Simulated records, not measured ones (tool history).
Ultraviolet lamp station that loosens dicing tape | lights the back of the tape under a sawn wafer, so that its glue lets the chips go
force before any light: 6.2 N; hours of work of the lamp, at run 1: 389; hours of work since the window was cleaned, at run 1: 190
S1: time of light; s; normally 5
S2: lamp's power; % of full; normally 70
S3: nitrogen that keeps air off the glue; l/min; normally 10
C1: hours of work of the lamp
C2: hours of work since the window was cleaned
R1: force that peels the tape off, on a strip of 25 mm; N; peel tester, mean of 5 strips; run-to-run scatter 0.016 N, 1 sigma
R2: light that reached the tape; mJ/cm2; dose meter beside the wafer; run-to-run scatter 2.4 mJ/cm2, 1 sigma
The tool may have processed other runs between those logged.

{"run": 1, "hour": 0.0, "S1": 5, "S2": 70, "S3": 10, "C1": 389, "C2": 190, "R1": 0.993, "R2": 221}
{"run": 2, "hour": 23.1, "S1": 5, "S2": 70, "S3": 10, "C1": 406, "C2": 208, "R1": 0.972, "R2": 221}
{"run": 3, "hour": 41.8, "S1": 5, "S2": 70, "S3": 10, "C1": 421, "C2": 222, "R1": 1.01, "R2": 220}
{"run": 4, "hour": 66.2, "S1": 5, "S2": 70, "S3": 4, "C1": 440, "C2": 241, "R1": 1.688, "R2": 217}
{"run": 5, "hour": 99.9, "S1": 6, "S2": 70, "S3": 10, "C1": 466, "C2": 268, "R1": 0.776, "R2": 259}
{"run": 6, "hour": 126.9, "S1": 6, "S2": 70, "S3": 10, "C1": 487, "C2": 289, "R1": 0.797, "R2": 254}
{"run": 7, "hour": 155.4, "S1": 6, "S2": 70, "S3": 10, "C1": 509, "C2": 311, "R1": 0.827, "R2": 255}
{"run": 8, "hour": 183.8, "S1": 6, "S2": 70, "S3": 7, "C1": 532, "C2": 333, "R1": 1.017, "R2": 251}
{"run": 9, "hour": 216.9, "S1": 6, "S2": 70, "S3": 7, "C1": 557, "C2": 359, "R1": 1.046, "R2": 249}
{"run": 10, "hour": 251.1, "S1": 6, "S2": 70, "S3": 7, "C1": 584, "C2": 385, "R1": 1.056, "R2": 245}
{"run": 11, "hour": 278.1, "S1": 6, "S2": 70, "S3": 7, "C1": 605, "C2": 406, "R1": 1.089, "R2": 241}
{"run": 12, "hour": 309.2, "S1": 6, "S2": 84, "S3": 18, "C1": 629, "C2": 430, "R1": 0.449, "R2": 285}
{"run": 13, "hour": 340.6, "S1": 6, "S2": 84, "S3": 18, "C1": 653, "C2": 455, "R1": 0.454, "R2": 285}
{"run": 14, "hour": 361.7, "S1": 6, "S2": 77, "S3": 10, "C1": 670, "C2": 471, "R1": 0.74, "R2": 257}
{"run": 15, "hour": 376.6, "S1": 6, "S2": 77, "S3": 10, "C1": 681, "C2": 483, "R1": 0.774, "R2": 257}
{"run": 16, "hour": 407.4, "S1": 2, "S2": 93, "S3": 3, "C1": 705, "C2": 507, "R1": 3.534, "R2": 101}
{"run": 17, "hour": 426.3, "S1": 4, "S2": 75, "S3": 10, "C1": 720, "C2": 521, "R1": 1.565, "R2": 163}
{"run": 18, "hour": 441.2, "S1": 2, "S2": 70, "S3": 7, "C1": 732, "C2": 533, "R1": 3.432, "R2": 77}
{"run": 19, "hour": 462.8, "S1": 2, "S2": 70, "S3": 7, "C1": 749, "C2": 550, "R1": 3.468, "R2": 74}

How would selected steps in R1 from run to run divide? Give the signed amount a tool lacking its hidden state would still show from settings, what came in and random variation, and the signed amount left for the hidden state, including any gauge scatter that is not in both of the compared results.
What the log doesn't record here: lamp's light, % of a new lamp's; light that the window lets through, % of a clean one's; drift of the gauge itself on peel_n, %; drift of the gauge itself on dose_mj_cm2, %.
Run 15 -> 16: S1 6 -> 2, S2 77 -> 93, S3 10 -> 3. R1 +2.760 N: hidden state +0.280, all else +2.480.
